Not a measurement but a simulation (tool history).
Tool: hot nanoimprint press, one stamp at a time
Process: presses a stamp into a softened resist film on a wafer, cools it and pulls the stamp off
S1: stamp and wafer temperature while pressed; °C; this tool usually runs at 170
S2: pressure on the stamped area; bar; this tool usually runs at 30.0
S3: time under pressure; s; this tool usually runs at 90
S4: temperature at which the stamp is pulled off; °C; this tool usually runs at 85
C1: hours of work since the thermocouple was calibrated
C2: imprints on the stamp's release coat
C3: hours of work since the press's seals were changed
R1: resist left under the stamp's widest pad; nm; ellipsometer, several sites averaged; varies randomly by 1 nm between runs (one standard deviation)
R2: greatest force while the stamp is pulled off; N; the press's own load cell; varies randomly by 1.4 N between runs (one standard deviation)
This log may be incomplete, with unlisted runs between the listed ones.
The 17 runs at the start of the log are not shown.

run,day,S1,S2,S3,S4,C1,C2,C3,R1,R2
18,8.254,174,30.1,100,74,317,303,457,122.5,125
19,8.825,174,30.1,100,74,325,343,465,121.6,128
20,9.308,170,35.2,90,80,331,376,471,150.8,126
21,9.738,170,35.2,90,80,337,406,477,148.7,126
22,10.254,170,35.2,90,80,344,443,484,150.8,128
23,10.717,158,35.2,108,80,351,475,491,271.0,131
24,11.067,170,21.4,145,85,356,499,496,156.4,126
25,11.504,180,30.0,54,73,362,530,502,116.1,137
26,11.962,169,30.0,97,83,368,562,508,167.0,127
# day 12.775: stamp cleaned and given a new release coat
27,12.775,167,37.5,164,83,376,0,516,136.6,112
28,13.308,167,37.5,164,83,383,37,523,136.5,113
29,13.929,170,30.0,113,85,392,80,532,148.5,111
30,14.450,170,31.1,113,85,399,117,539,146.5,114

Alternative continuations, all from the tool just after run 30; predict every row:
A,14.892,170,36.9,113,75,405,147,545,?,?
B,14.892,170,31.1,113,87,405,147,545,?,?
C,14.892,175,30.0,90,85,405,147,545,?,?

run,R1,R2
A,134.1,120
B,145.7,116
C,123.1,116
What these runs would have given with no unlogged condition in the tool:
run,R1,R2
A,122.4,115
B,133.6,111
C,113.3,110
